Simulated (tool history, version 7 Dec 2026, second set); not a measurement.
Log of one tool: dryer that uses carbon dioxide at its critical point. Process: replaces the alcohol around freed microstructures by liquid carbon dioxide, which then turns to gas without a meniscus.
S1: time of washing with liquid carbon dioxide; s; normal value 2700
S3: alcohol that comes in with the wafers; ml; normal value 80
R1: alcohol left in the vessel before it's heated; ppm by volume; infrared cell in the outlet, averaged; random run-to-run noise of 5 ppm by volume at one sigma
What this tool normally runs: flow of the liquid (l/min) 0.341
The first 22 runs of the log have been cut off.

Run 23, hour 540.7: usual settings but flow of the liquid (l/min) 0.273. Result: R1 281 ppm by volume.
Run 24, hour 568.5: usual settings but flow of the liquid (l/min) 0.273. Result: R1 328 ppm by volume.
Run 25, hour 604.4: usual settings but S1 3240 s, flow of the liquid (l/min) 0.273, S3 78 ml. Result: R1 220 ppm by volume.
Run 26, hour 626.1: usual settings but S1 3240 s, flow of the liquid (l/min) 0.273, S3 78 ml. Result: R1 219 ppm by volume.
Run 27, hour 660.5: usual settings but S1 1680 s, flow of the liquid (l/min) 0.378, S3 111 ml. Result: R1 703 ppm by volume.
Run 28, hour 676.4: usual settings but flow of the liquid (l/min) 0.519, S3 63 ml. Result: R1 163 ppm by volume.
Run 29, hour 711.8: usual settings but S1 2640 s, S3 43 ml. Result: R1 204 ppm by volume.
Run 30, hour 744.7: usual settings but S1 2640 s, S3 43 ml. Result: R1 200 ppm by volume.
At hour 780.5: inlet filter changed.
Run 31, hour 780.5: usual settings but S1 3600 s, S3 28 ml. Result: R1 191 ppm by volume.
Run 32, hour 802.8: usual settings but S1 2220 s, flow of the liquid (l/min) 0.48, S3 28 ml. Result: R1 187 ppm by volume.
Run 33, hour 834.7: usual settings but S1 1920 s, flow of the liquid (l/min) 0.338, S3 111 ml. Result: R1 523 ppm by volume.
Run 34, hour 851.2: usual settings but S1 1920 s, flow of the liquid (l/min) 0.363, S3 111 ml. Result: R1 422 ppm by volume.
Run 35, hour 869.4: usual settings but S1 1920 s, flow of the liquid (l/min) 0.363, S3 111 ml. Result: R1 440 ppm by volume.
Run 36, hour 886.2: usual settings but S1 1920 s, flow of the liquid (l/min) 0.407, S3 85 ml. Result: R1 289 ppm by volume.
Run 37, hour 912.5: usual settings but S1 4020 s, flow of the liquid (l/min) 0.212, S3 108 ml. Result: R1 298 ppm by volume.
Run 38, hour 929.1: usual settings but S1 4020 s, flow of the liquid (l/min) 0.212, S3 108 ml. Result: R1 291 ppm by volume.
At hour 944.2: purifier's bed changed.
Run 39, hour 949.6: usual settings but flow of the liquid (l/min) 0.318, S3 96 ml. Result: R1 86 ppm by volume.
Run 40, hour 985.2: usual settings but S1 2520 s, flow of the liquid (l/min) 0.213, S3 41 ml. Result: R1 418 ppm by volume.
Run 41, hour 1010.2: usual settings but flow of the liquid (l/min) 0.564, S3 119 ml. Result: R1 17 ppm by volume.
Run 42, hour 1042.8: usual settings but flow of the liquid (l/min) 0.564, S3 119 ml. Result: R1 13 ppm by volume.
Run 43, hour 1068.4: usual settings but flow of the liquid (l/min) 0.564, S3 117 ml. Result: R1 24 ppm by volume.
Run 44, hour 1084.4: usual settings but S1 3360 s, S3 37 ml. Result: R1 29 ppm by volume.
Run 45, hour 1115: usual settings but S1 3840 s, S3 118 ml. Result: R1 37 ppm by volume.
Run 46, hour 1144.1: usual settings but flow of the liquid (l/min) 0.28. Result: R1 236 ppm by volume.

Consider 3 possible next runs. They are alternatives, not a sequence: every one starts from the tool as it was left by run 46. What does each give?
At hour 1151.5: inlet filter changed.
Run A, hour 1176: usual settings but flow of the liquid (l/min) 0.424, S3 27 ml. Result: R1 ?.
At hour 1151.5: inlet filter changed.
Run B, hour 1176: usual settings but S1 3240 s, flow of the liquid (l/min) 0.223, S3 46 ml. Result: R1 ?.
At hour 1151.5: inlet filter changed.
Run C, hour 1176: usual settings but S1 2820 s, flow of the liquid (l/min) 0.283, S3 117 ml. Result: R1 ?.

run   R1
  A   31
  B  120
  C  152
With the hidden condition removed and each run's random variation left untouched, the same runs would have given:
run   R1
  A    1
  B   85
  C  114
